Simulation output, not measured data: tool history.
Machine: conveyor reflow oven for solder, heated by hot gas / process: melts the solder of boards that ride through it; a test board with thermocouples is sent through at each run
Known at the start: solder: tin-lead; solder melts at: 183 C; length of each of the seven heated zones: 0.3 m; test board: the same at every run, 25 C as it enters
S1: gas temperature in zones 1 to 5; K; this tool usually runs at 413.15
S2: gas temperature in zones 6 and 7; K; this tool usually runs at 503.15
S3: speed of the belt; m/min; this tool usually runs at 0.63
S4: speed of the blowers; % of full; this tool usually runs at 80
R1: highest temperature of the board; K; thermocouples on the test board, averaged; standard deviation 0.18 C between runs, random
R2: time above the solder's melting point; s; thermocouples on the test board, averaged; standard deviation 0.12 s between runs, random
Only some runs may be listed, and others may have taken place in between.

run   hour      S1      S2     S3  S4      R1    R2
  1      0  413.15  503.15   0.63  80  489.15  42.6
  2   30.9  413.15  503.15  0.629  80  488.85  42.7
  3   65.2  413.15  503.15  0.629  80  488.85  42.4
  4  106.7  413.15  503.15   0.63  80  488.05  42.4
  5  139.5  413.15  495.15   0.63  80  481.15  37.7
  6  174.1  413.15  495.15   0.63  80  481.15  37.5
  7  201.5  413.15  495.15   0.63  80  480.55  37.3
  8  223.9  413.15  495.15  0.549  80  483.65  46.6
  9  252.4  424.15  503.15   0.63  80  488.85  46.2
 10  284.1  428.15  503.15   0.63  80  489.55  47.9
 11  309.5  400.15  503.15   0.63  80  484.55  36.6
     316.6  -- belt drive overhauled, speed set with a stopwatch
     354.7  -- flux residue cleaned out of gas plates and filters
 12  356.3  400.15  503.15   0.63  62  481.15  33.1
 13  387.2  400.15  503.15   0.63  62  480.55  33.2
 14  406.8  425.15  503.15  0.712  80  487.55    40
 15  443.1  422.15  513.15  0.618  80  498.95  51.4
 16  469.7  408.15  503.15  0.629  53  478.05  32.1
 17  497.5  413.15  506.15  0.517  80  495.95  57.4
 18  522.2  413.15  506.15  0.517  80  495.35  57.7
 19  560.3  413.15  506.15  0.517  80  495.15  57.2
     581.6  -- belt drive overhauled, speed set with a stopwatch, once more
 20  583.3  413.15  506.15  0.517  80  494.85  56.8
 21  617.9  413.15  506.15  0.517  80  494.95  56.6
 22    658  416.15  502.15  0.646  80  485.65    40
     677.2  -- thermocouples of zones 6 and 7 changed
 23  685.2  416.15  503.15   0.63  57  480.75  36.6

Each row is a separate what-if for the run after 23, all from the same tool condition, not one after another. Results?
  A  717.7  399.15  505.15   0.63  75   ?   ?
  B  717.7  417.15  503.15  0.502  81   ?   ?
  C  717.7  413.15  492.15   0.63  80   ?   ?
  D  717.7  418.15  503.15  0.589  80   ?   ?
  E  717.7  416.15  503.15   0.53  57   ?   ?

run      R1    R2
  A  485.05  36.2
  B  493.75  59.1
  C  478.05    35
  D  489.85    48
  E  486.65  49.4
Take away the tool's hidden state, keep each run's random variation, and the runs would have read:
run      R1    R2
  A  487.75  38.4
  B  495.45  60.5
  C  480.25  37.4
  D  491.95  49.6
  E  488.35  51.1
